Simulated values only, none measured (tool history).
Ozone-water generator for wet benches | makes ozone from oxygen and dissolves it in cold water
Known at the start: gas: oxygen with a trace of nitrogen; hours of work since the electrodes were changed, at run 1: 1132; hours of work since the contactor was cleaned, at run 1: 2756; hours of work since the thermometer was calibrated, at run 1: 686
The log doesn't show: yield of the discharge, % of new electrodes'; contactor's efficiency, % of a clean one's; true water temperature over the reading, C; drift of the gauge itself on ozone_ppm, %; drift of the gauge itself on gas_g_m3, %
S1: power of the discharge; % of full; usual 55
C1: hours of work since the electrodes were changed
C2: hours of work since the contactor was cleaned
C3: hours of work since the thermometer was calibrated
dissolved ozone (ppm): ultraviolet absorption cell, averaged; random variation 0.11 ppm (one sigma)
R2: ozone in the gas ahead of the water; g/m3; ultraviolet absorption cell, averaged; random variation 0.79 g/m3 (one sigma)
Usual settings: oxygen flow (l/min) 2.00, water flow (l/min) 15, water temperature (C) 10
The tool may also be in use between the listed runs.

Run 1, hour 0.0: usual settings; C1 1132; C2 2756; C3 686. Result: dissolved ozone (ppm) 8.1, R2 122.9 g/m3.
Run 2, hour 113.3: usual settings; C1 1211; C2 2835; C3 765. Result: dissolved ozone (ppm) 7.8, R2 122.8 g/m3.
Run 3, hour 216.8: usual settings; C1 1284; C2 2908; C3 838. Result: dissolved ozone (ppm) 8.2, R2 124.8 g/m3.
Run 4, hour 288.9: usual settings but S1 82 % of full; C1 1334; C2 2958; C3 888. Result: dissolved ozone (ppm) 10.6, R2 160.3 g/m3.
Run 5, hour 387.7: usual settings but S1 82 % of full; C1 1403; C2 3027; C3 957. Result: dissolved ozone (ppm) 10.3, R2 161.4 g/m3.
Run 6, hour 468.8: usual settings but S1 82 % of full; C1 1460; C2 3084; C3 1014. Result: dissolved ozone (ppm) 10.5, R2 162.0 g/m3.
Run 7, hour 541.1: usual settings but S1 82 % of full; C1 1510; C2 3134; C3 1064. Result: dissolved ozone (ppm) 10.8, R2 161.9 g/m3.
Run 8, hour 595.0: usual settings but S1 82 % of full; C1 1548; C2 3172; C3 1102. Result: dissolved ozone (ppm) 10.6, R2 159.3 g/m3.
Run 9, hour 648.3: usual settings but S1 73 % of full, oxygen flow (l/min) 1.25, water flow (l/min) 9, water temperature (C) 9; C1 1585; C2 3209; C3 1139. Result: dissolved ozone (ppm) 14.0, R2 184.7 g/m3.
Run 10, hour 737.7: usual settings but S1 73 % of full, oxygen flow (l/min) 1.25, water flow (l/min) 9, water temperature (C) 9; C1 1648; C2 3272; C3 1202. Result: dissolved ozone (ppm) 14.2, R2 183.4 g/m3.
Run 11, hour 805.1: usual settings but S1 63 % of full, oxygen flow (l/min) 3.07, water flow (l/min) 9, water temperature (C) 9; C1 1695; C2 3319; C3 1249. Result: dissolved ozone (ppm) 15.6, R2 111.0 g/m3.
Run 12, hour 886.0: usual settings but S1 58 % of full, oxygen flow (l/min) 2.46, water temperature (C) 16; C1 1751; C2 3376; C3 1306. Result: dissolved ozone (ppm) 8.4, R2 116.1 g/m3.
Run 13, hour 996.6: usual settings but S1 45 % of full, oxygen flow (l/min) 1.07, water flow (l/min) 21; C1 1829; C2 3453; C3 1383. Result: dissolved ozone (ppm) 3.8, R2 142.3 g/m3.
At hour 1049.7: contactor cleaned.
Run 14, hour 1107.6: usual settings but S1 73 % of full, oxygen flow (l/min) 1.07, water flow (l/min) 17; C1 1903; C2 40; C3 1458. Result: dissolved ozone (ppm) 6.9, R2 196.9 g/m3.
Run 15, hour 1215.2: usual settings but S1 60 % of full, oxygen flow (l/min) 2.16, water flow (l/min) 10; C1 1979; C2 116; C3 1533. Result: dissolved ozone (ppm) 12.8, R2 126.0 g/m3.

3 ways to go on from here, each from the tool as it stands after run 15. What would each give?
Run A, hour 1286.9: usual settings but S1 42 % of full, oxygen flow (l/min) 1.53, water flow (l/min) 10; C1 2029; C2 166; C3 1583. Result: dissolved ozone (ppm) ?, R2 ?.
Run B, hour 1286.9: usual settings but S1 59 % of full, water flow (l/min) 16, water temperature (C) 18; C1 2029; C2 166; C3 1583. Result: dissolved ozone (ppm) ?, R2 ?.
Run C, hour 1286.9: usual settings but S1 51 % of full, water temperature (C) 5; C1 2029; C2 166; C3 1583. Result: dissolved ozone (ppm) ?, R2 ?.

run  dissolved ozone (ppm)     R2
  A                    9.5  114.8
  B                    7.5  127.5
  C                    8.0  116.6
Without the tool's hidden state the same runs would have given:
run  dissolved ozone (ppm)     R2
  A                    9.5  114.8
  B                    7.5  127.6
  C                    8.0  116.7
